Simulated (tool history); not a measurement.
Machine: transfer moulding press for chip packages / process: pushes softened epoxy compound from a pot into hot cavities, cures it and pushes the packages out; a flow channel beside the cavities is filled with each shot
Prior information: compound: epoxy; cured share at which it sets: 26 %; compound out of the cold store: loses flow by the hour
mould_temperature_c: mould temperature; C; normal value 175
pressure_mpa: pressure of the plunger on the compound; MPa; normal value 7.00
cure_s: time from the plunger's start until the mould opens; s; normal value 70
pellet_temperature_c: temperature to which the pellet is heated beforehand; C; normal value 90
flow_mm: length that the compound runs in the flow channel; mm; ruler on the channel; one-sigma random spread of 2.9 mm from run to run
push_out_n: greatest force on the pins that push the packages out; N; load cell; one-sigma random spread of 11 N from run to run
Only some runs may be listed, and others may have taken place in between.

run	hour	mould_temperature_c	pressure_mpa	cure_s	pellet_temperature_c	incoming compound's hours out of the cold store	flow_mm	push_out_n
1	0.0	175	7.00	70	90	16.5	1020	568
# hour 14.9: cavities cleaned with cleaning compound and waxed
2	17.0	175	6.34	70	90	12.7	1003	575
3	39.8	175	7.00	97	90	36.9	878	405
# hour 70.9: plunger's sealing rings changed
4	75.4	169	7.00	70	90	42.6	861	790
# hour 110.3: cavities cleaned with cleaning compound and waxed
5	112.2	169	7.00	70	90	31.8	934	788
6	133.0	175	7.00	70	90	42.2	850	529
7	160.7	175	7.00	70	90	39.6	866	540
# hour 177.8: mould's thermocouples calibrated
8	191.9	175	7.00	70	90	11.9	1061	577
# hour 204.9: cavities cleaned with cleaning compound and waxed
9	220.3	170	7.00	70	90	18.8	1027	780
10	247.0	175	7.00	70	90	19.5	1006	554
11	268.1	175	7.00	70	90	19.0	1001	548
12	287.8	175	7.00	70	90	42.7	843	513
# hour 300.4: cavities cleaned with cleaning compound and waxed
13	326.3	175	7.00	70	90	21.5	986	561
14	352.4	175	7.00	70	90	24.9	966	537
# hour 360.6: plunger's sealing rings changed
15	375.4	181	5.81	70	90	23.4	868	444
# hour 396.2: cavities cleaned with cleaning compound and waxed
16	409.1	181	7.85	102	90	37.6	905	400
17	427.2	175	7.00	66	89	41.4	853	609
18	452.4	175	7.00	66	89	24.2	972	622
19	484.1	179	6.75	77	83	26.9	922	437
# hour 490.9: cavities cleaned with cleaning compound and waxed
20	521.4	179	6.75	77	83	39.1	845	428
21	554.3	179	6.75	77	83	16.1	995	427
# hour 584.7: cavities cleaned with cleaning compound and waxed
22	592.5	173	6.75	77	83	16.8	1013	519
23	619.5	177	6.85	105	90	34.8	873	404
24	635.0	177	6.85	105	90	34.9	874	407
# hour 648.0: plunger's sealing rings changed
25	653.4	179	5.43	99	83	30.1	808	420
# hour 680.5: cavities cleaned with cleaning compound and waxed
26	688.3	176	7.00	101	93	42.6	841	402
27	714.4	178	7.32	90	83	45.0	843	422

Predict each of these 4 candidate next runs independently; none follows another, all start after run 27:
A	732.5	183	6.69	81	83	36.5	?	?
B	732.5	178	7.32	90	99	19.1	?	?
C	732.5	176	7.00	77	87	30.9	?	?
D	732.5	175	7.00	74	89	18.4	?	?

run	flow_mm	push_out_n
A	840	397
B	1016	401
C	922	464
D	1007	499
With the hidden condition removed and each run's random variation left untouched, the same runs would have given:
run	flow_mm	push_out_n
A	840	394
B	1016	398
C	922	460
D	1007	495
